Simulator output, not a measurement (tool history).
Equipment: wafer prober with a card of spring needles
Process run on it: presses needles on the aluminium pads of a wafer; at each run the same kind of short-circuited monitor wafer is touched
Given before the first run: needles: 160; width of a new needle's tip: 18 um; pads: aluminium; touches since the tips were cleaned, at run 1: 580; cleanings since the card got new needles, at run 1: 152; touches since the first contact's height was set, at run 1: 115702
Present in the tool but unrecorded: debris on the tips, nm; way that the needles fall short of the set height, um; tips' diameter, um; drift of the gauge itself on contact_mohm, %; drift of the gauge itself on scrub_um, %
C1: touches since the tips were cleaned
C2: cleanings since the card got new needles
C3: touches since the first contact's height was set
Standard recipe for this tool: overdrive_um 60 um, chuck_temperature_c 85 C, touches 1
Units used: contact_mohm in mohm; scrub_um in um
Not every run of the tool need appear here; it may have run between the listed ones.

{"run": 1, "hour": 0.0, "overdrive_um": 60, "chuck_temperature_c": 85, "touches": 1, "C1": 580, "C2": 152, "C3": 115702, "contact_mohm": 239, "scrub_um": 7.79}
{"hour": 4.1, "done": "tips cleaned on abrasive film"}
{"hour": 10.8, "done": "tips cleaned on abrasive film"}
{"hour": 16.2, "done": "tips cleaned on abrasive film"}
{"hour": 21.6, "done": "tips cleaned on abrasive film"}
{"hour": 28.4, "done": "tips cleaned on abrasive film"}
{"hour": 35.1, "done": "tips cleaned on abrasive film"}
{"hour": 35.4, "done": "height of the first contact set anew"}
{"hour": 42.1, "done": "tips cleaned on abrasive film"}
{"hour": 48.9, "done": "tips cleaned on abrasive film"}
{"run": 2, "hour": 49.1, "overdrive_um": 60, "chuck_temperature_c": 85, "touches": 1, "C1": 96, "C2": 160, "C3": 5578, "contact_mohm": 223, "scrub_um": 8.42}
{"hour": 54.5, "done": "tips cleaned on abrasive film"}
{"hour": 59.9, "done": "tips cleaned on abrasive film"}
{"hour": 65.3, "done": "tips cleaned on abrasive film"}
{"hour": 70.7, "done": "tips cleaned on abrasive film"}
{"hour": 77.5, "done": "tips cleaned on abrasive film"}
{"hour": 82.9, "done": "tips cleaned on abrasive film"}
{"hour": 88.3, "done": "tips cleaned on abrasive film"}
{"hour": 93.7, "done": "tips cleaned on abrasive film"}
{"run": 3, "hour": 94.9, "overdrive_um": 60, "chuck_temperature_c": 85, "touches": 1, "C1": 484, "C2": 168, "C3": 24153, "contact_mohm": 232, "scrub_um": 8.28}
{"hour": 100.3, "done": "tips cleaned on abrasive film"}
{"hour": 105.7, "done": "tips cleaned on abrasive film"}
{"hour": 111.1, "done": "tips cleaned on abrasive film"}
{"hour": 117.8, "done": "tips cleaned on abrasive film"}
{"hour": 124.5, "done": "tips cleaned on abrasive film"}
{"hour": 131.3, "done": "tips cleaned on abrasive film"}
{"hour": 138.0, "done": "tips cleaned on abrasive film"}
{"hour": 143.4, "done": "tips cleaned on abrasive film"}
{"run": 4, "hour": 144.6, "overdrive_um": 60, "chuck_temperature_c": 53, "touches": 1, "C1": 470, "C2": 176, "C3": 44357, "contact_mohm": 222, "scrub_um": 8.22}
{"hour": 150.0, "done": "tips cleaned on abrasive film"}
{"hour": 155.4, "done": "tips cleaned on abrasive film"}
{"hour": 162.1, "done": "tips cleaned on abrasive film"}
{"hour": 167.5, "done": "tips cleaned on abrasive film"}
{"hour": 174.2, "done": "tips cleaned on abrasive film"}
{"hour": 179.7, "done": "tips cleaned on abrasive film"}
{"hour": 185.1, "done": "tips cleaned on abrasive film"}
{"hour": 190.5, "done": "tips cleaned on abrasive film"}
{"hour": 195.9, "done": "tips cleaned on abrasive film"}
{"hour": 202.6, "done": "tips cleaned on abrasive film"}
{"hour": 209.3, "done": "tips cleaned on abrasive film"}
{"run": 5, "hour": 213.6, "overdrive_um": 60, "chuck_temperature_c": 53, "touches": 1, "C1": 1745, "C2": 187, "C3": 72415, "contact_mohm": 260, "scrub_um": 8.1}
{"hour": 215.0, "done": "tips cleaned on abrasive film"}
{"hour": 220.4, "done": "tips cleaned on abrasive film"}
{"hour": 225.8, "done": "tips cleaned on abrasive film"}
{"hour": 232.5, "done": "tips cleaned on abrasive film"}
{"hour": 237.9, "done": "tips cleaned on abrasive film"}
{"hour": 243.3, "done": "tips cleaned on abrasive film"}
{"hour": 250.1, "done": "tips cleaned on abrasive film"}
{"hour": 256.8, "done": "tips cleaned on abrasive film"}
{"hour": 263.6, "done": "tips cleaned on abrasive film"}
{"hour": 269.0, "done": "tips cleaned on abrasive film"}
{"hour": 275.7, "done": "tips cleaned on abrasive film"}
{"run": 6, "hour": 276.6, "overdrive_um": 60, "chuck_temperature_c": 53, "touches": 2, "C1": 394, "C2": 198, "C3": 98023, "contact_mohm": 216, "scrub_um": 7.9}
{"hour": 282.1, "done": "tips cleaned on abrasive film"}
{"hour": 287.5, "done": "tips cleaned on abrasive film"}
{"hour": 292.9, "done": "tips cleaned on abrasive film"}
{"hour": 299.6, "done": "tips cleaned on abrasive film"}
{"hour": 306.3, "done": "tips cleaned on abrasive film"}
{"hour": 311.7, "done": "tips cleaned on abrasive film"}
{"hour": 317.1, "done": "tips cleaned on abrasive film"}
{"hour": 323.9, "done": "tips cleaned on abrasive film"}
{"hour": 329.3, "done": "tips cleaned on abrasive film"}
{"run": 7, "hour": 332.1, "overdrive_um": 60, "chuck_temperature_c": 53, "touches": 2, "C1": 1146, "C2": 207, "C3": 120549, "contact_mohm": 233, "scrub_um": 7.93}
{"hour": 334.8, "done": "tips cleaned on abrasive film"}
{"hour": 340.2, "done": "tips cleaned on abrasive film"}
{"hour": 347.0, "done": "tips cleaned on abrasive film"}
{"hour": 353.7, "done": "tips cleaned on abrasive film"}
{"hour": 355.3, "done": "height of the first contact set anew"}
{"hour": 359.4, "done": "tips cleaned on abrasive film"}
{"hour": 364.8, "done": "tips cleaned on abrasive film"}
{"hour": 370.2, "done": "tips cleaned on abrasive film"}
{"hour": 375.6, "done": "tips cleaned on abrasive film"}
{"hour": 381.0, "done": "tips cleaned on abrasive film"}
{"hour": 387.8, "done": "tips cleaned on abrasive film"}
{"run": 8, "hour": 392.5, "overdrive_um": 60, "chuck_temperature_c": 53, "touches": 2, "C1": 1948, "C2": 217, "C3": 15104, "contact_mohm": 246, "scrub_um": 8.35}
{"hour": 393.9, "done": "tips cleaned on abrasive film"}
{"hour": 399.3, "done": "tips cleaned on abrasive film"}
{"hour": 404.7, "done": "tips cleaned on abrasive film"}
{"hour": 411.4, "done": "tips cleaned on abrasive film"}
{"hour": 416.9, "done": "tips cleaned on abrasive film"}
{"hour": 423.6, "done": "tips cleaned on abrasive film"}
{"hour": 429.0, "done": "tips cleaned on abrasive film"}
{"hour": 435.7, "done": "tips cleaned on abrasive film"}
{"hour": 442.5, "done": "tips cleaned on abrasive film"}
{"hour": 449.2, "done": "tips cleaned on abrasive film"}
{"hour": 454.6, "done": "tips cleaned on abrasive film"}
{"hour": 460.0, "done": "tips cleaned on abrasive film"}
{"run": 9, "hour": 461.3, "overdrive_um": 60, "chuck_temperature_c": 53, "touches": 2, "C1": 550, "C2": 229, "C3": 43065, "contact_mohm": 222, "scrub_um": 8.19}
{"hour": 466.0, "done": "tips cleaned on abrasive film"}
{"hour": 472.7, "done": "tips cleaned on abrasive film"}
{"hour": 478.2, "done": "tips cleaned on abrasive film"}
{"hour": 484.9, "done": "tips cleaned on abrasive film"}
{"hour": 490.3, "done": "tips cleaned on abrasive film"}
{"hour": 497.0, "done": "tips cleaned on abrasive film"}
{"hour": 502.4, "done": "tips cleaned on abrasive film"}
{"hour": 507.8, "done": "tips cleaned on abrasive film"}
{"hour": 513.2, "done": "tips cleaned on abrasive film"}
{"hour": 518.7, "done": "tips cleaned on abrasive film"}
{"run": 10, "hour": 519.7, "overdrive_um": 42, "chuck_temperature_c": 53, "touches": 2, "C1": 439, "C2": 239, "C3": 66771, "contact_mohm": 243, "scrub_um": 5.65}
{"hour": 525.1, "done": "tips cleaned on abrasive film"}
{"hour": 530.5, "done": "tips cleaned on abrasive film"}
{"hour": 537.3, "done": "tips cleaned on abrasive film"}
{"hour": 544.0, "done": "tips cleaned on abrasive film"}
{"hour": 550.7, "done": "tips cleaned on abrasive film"}
{"hour": 557.5, "done": "tips cleaned on abrasive film"}
{"hour": 562.9, "done": "tips cleaned on abrasive film"}
{"hour": 569.6, "done": "tips cleaned on abrasive film"}
{"hour": 575.0, "done": "tips cleaned on abrasive film"}
{"hour": 581.8, "done": "tips cleaned on abrasive film"}
{"run": 11, "hour": 583.7, "overdrive_um": 57, "chuck_temperature_c": 28, "touches": 3, "C1": 805, "C2": 249, "C3": 92793, "contact_mohm": 219, "scrub_um": 7.55}
{"hour": 587.8, "done": "tips cleaned on abrasive film"}
{"hour": 593.2, "done": "tips cleaned on abrasive film"}
{"hour": 598.6, "done": "tips cleaned on abrasive film"}
{"hour": 604.0, "done": "tips cleaned on abrasive film"}
{"hour": 610.7, "done": "tips cleaned on abrasive film"}
{"hour": 617.5, "done": "tips cleaned on abrasive film"}
{"hour": 622.9, "done": "tips cleaned on abrasive film"}
{"hour": 629.6, "done": "tips cleaned on abrasive film"}
{"hour": 635.0, "done": "tips cleaned on abrasive film"}
{"hour": 640.4, "done": "tips cleaned on abrasive film"}
{"hour": 645.8, "done": "tips cleaned on abrasive film"}
{"hour": 651.2, "done": "tips cleaned on abrasive film"}
{"hour": 658.0, "done": "tips cleaned on abrasive film"}
{"run": 12, "hour": 659.6, "overdrive_um": 60, "chuck_temperature_c": 28, "touches": 1, "C1": 693, "C2": 262, "C3": 123636, "contact_mohm": 227, "scrub_um": 7.86}
{"hour": 663.7, "done": "tips cleaned on abrasive film"}
{"hour": 670.5, "done": "tips cleaned on abrasive film"}
{"hour": 674.7, "done": "height of the first contact set anew"}
{"hour": 676.2, "done": "tips cleaned on abrasive film"}
{"hour": 681.6, "done": "tips cleaned on abrasive film"}
{"hour": 688.3, "done": "tips cleaned on abrasive film"}
{"hour": 693.7, "done": "tips cleaned on abrasive film"}
{"hour": 699.1, "done": "tips cleaned on abrasive film"}
{"hour": 705.9, "done": "tips cleaned on abrasive film"}
{"hour": 712.6, "done": "tips cleaned on abrasive film"}
{"hour": 719.3, "done": "tips cleaned on abrasive film"}
{"hour": 724.7, "done": "tips cleaned on abrasive film"}
{"run": 13, "hour": 729.1, "overdrive_um": 74, "chuck_temperature_c": 116, "touches": 2, "C1": 1810, "C2": 273, "C3": 22094, "contact_mohm": 241, "scrub_um": 10.23}
{"hour": 730.5, "done": "tips cleaned on abrasive film"}
{"hour": 737.3, "done": "tips cleaned on abrasive film"}
{"hour": 742.7, "done": "tips cleaned on abrasive film"}
{"hour": 749.4, "done": "tips cleaned on abrasive film"}
{"hour": 756.1, "done": "tips cleaned on abrasive film"}
{"hour": 762.9, "done": "tips cleaned on abrasive film"}
{"run": 14, "hour": 768.2, "overdrive_um": 53, "chuck_temperature_c": 76, "touches": 1, "C1": 2190, "C2": 279, "C3": 37991, "contact_mohm": 302, "scrub_um": 7.31}
{"hour": 769.6, "done": "tips cleaned on abrasive film"}
{"hour": 776.3, "done": "tips cleaned on abrasive film"}
{"hour": 781.8, "done": "tips cleaned on abrasive film"}
{"hour": 787.2, "done": "tips cleaned on abrasive film"}
{"hour": 793.9, "done": "tips cleaned on abrasive film"}
{"hour": 799.3, "done": "tips cleaned on abrasive film"}
{"hour": 804.7, "done": "tips cleaned on abrasive film"}
{"hour": 810.1, "done": "tips cleaned on abrasive film"}
{"hour": 816.8, "done": "tips cleaned on abrasive film"}
{"hour": 822.3, "done": "tips cleaned on abrasive film"}
{"hour": 829.0, "done": "tips cleaned on abrasive film"}
{"hour": 834.4, "done": "tips cleaned on abrasive film"}
{"run": 15, "hour": 839.0, "overdrive_um": 53, "chuck_temperature_c": 76, "touches": 2, "C1": 1888, "C2": 291, "C3": 66740, "contact_mohm": 265, "scrub_um": 7.19}
{"hour": 840.4, "done": "tips cleaned on abrasive film"}
{"hour": 845.8, "done": "tips cleaned on abrasive film"}
{"hour": 851.2, "done": "tips cleaned on abrasive film"}
{"hour": 857.9, "done": "tips cleaned on abrasive film"}
{"hour": 863.3, "done": "tips cleaned on abrasive film"}
{"hour": 870.1, "done": "tips cleaned on abrasive film"}
{"hour": 875.5, "done": "tips cleaned on abrasive film"}
{"hour": 880.9, "done": "tips cleaned on abrasive film"}
{"hour": 886.3, "done": "tips cleaned on abrasive film"}
{"run": 16, "hour": 890.8, "overdrive_um": 56, "chuck_temperature_c": 118, "touches": 2, "C1": 1854, "C2": 300, "C3": 87781, "contact_mohm": 271, "scrub_um": 7.54}
{"hour": 892.2, "done": "tips cleaned on abrasive film"}
{"hour": 898.9, "done": "tips cleaned on abrasive film"}
{"hour": 905.7, "done": "tips cleaned on abrasive film"}
{"hour": 911.1, "done": "tips cleaned on abrasive film"}
{"hour": 916.5, "done": "tips cleaned on abrasive film"}
{"hour": 921.9, "done": "tips cleaned on abrasive film"}
{"hour": 928.6, "done": "tips cleaned on abrasive film"}
{"hour": 934.0, "done": "tips cleaned on abrasive film"}
{"hour": 940.8, "done": "tips cleaned on abrasive film"}
{"hour": 947.5, "done": "tips cleaned on abrasive film"}
{"hour": 954.2, "done": "tips cleaned on abrasive film"}
{"hour": 959.7, "done": "tips cleaned on abrasive film"}
{"run": 17, "hour": 961.7, "overdrive_um": 56, "chuck_temperature_c": 118, "touches": 2, "C1": 851, "C2": 312, "C3": 116589, "contact_mohm": 253, "scrub_um": 7.38}
{"hour": 965.8, "done": "tips cleaned on abrasive film"}
{"hour": 971.2, "done": "tips cleaned on abrasive film"}
{"hour": 976.6, "done": "tips cleaned on abrasive film"}
{"hour": 982.0, "done": "tips cleaned on abrasive film"}
{"hour": 987.4, "done": "tips cleaned on abrasive film"}
{"hour": 994.2, "done": "tips cleaned on abrasive film"}
{"hour": 994.5, "done": "height of the first contact set anew"}
{"hour": 999.9, "done": "tips cleaned on abrasive film"}
{"hour": 1006.6, "done": "tips cleaned on abrasive film"}
{"hour": 1013.3, "done": "tips cleaned on abrasive film"}
{"run": 18, "hour": 1016.7, "overdrive_um": 44, "chuck_temperature_c": 49, "touches": 1, "C1": 1401, "C2": 321, "C3": 9076, "contact_mohm": 319, "scrub_um": 6.11}

Below, each run's measurement less what the same run would have read without the hidden state. Both values contain the same run-to-run variation, but the gauge's scatter may not be the same in both:
run=1 contact_mohm=+30 scrub_um=-0.53
run=2 contact_mohm=+14 scrub_um=-0.02
run=3 contact_mohm=+22 scrub_um=-0.10
run=4 contact_mohm=+20 scrub_um=-0.18
run=5 contact_mohm=+58 scrub_um=-0.31
run=6 contact_mohm=+18 scrub_um=-0.44
run=7 contact_mohm=+33 scrub_um=-0.52
run=8 contact_mohm=+41 scrub_um=-0.07
run=9 contact_mohm=+21 scrub_um=-0.20
run=10 contact_mohm=+35 scrub_um=-0.29
run=11 contact_mohm=+23 scrub_um=-0.42
run=12 contact_mohm=+34 scrub_um=-0.55
run=13 contact_mohm=+28 scrub_um=-0.10
run=14 contact_mohm=+92 scrub_um=-0.15
run=15 contact_mohm=+54 scrub_um=-0.28
run=16 contact_mohm=+54 scrub_um=-0.37
run=17 contact_mohm=+35 scrub_um=-0.49
run=18 contact_mohm=+111 scrub_um=-0.03

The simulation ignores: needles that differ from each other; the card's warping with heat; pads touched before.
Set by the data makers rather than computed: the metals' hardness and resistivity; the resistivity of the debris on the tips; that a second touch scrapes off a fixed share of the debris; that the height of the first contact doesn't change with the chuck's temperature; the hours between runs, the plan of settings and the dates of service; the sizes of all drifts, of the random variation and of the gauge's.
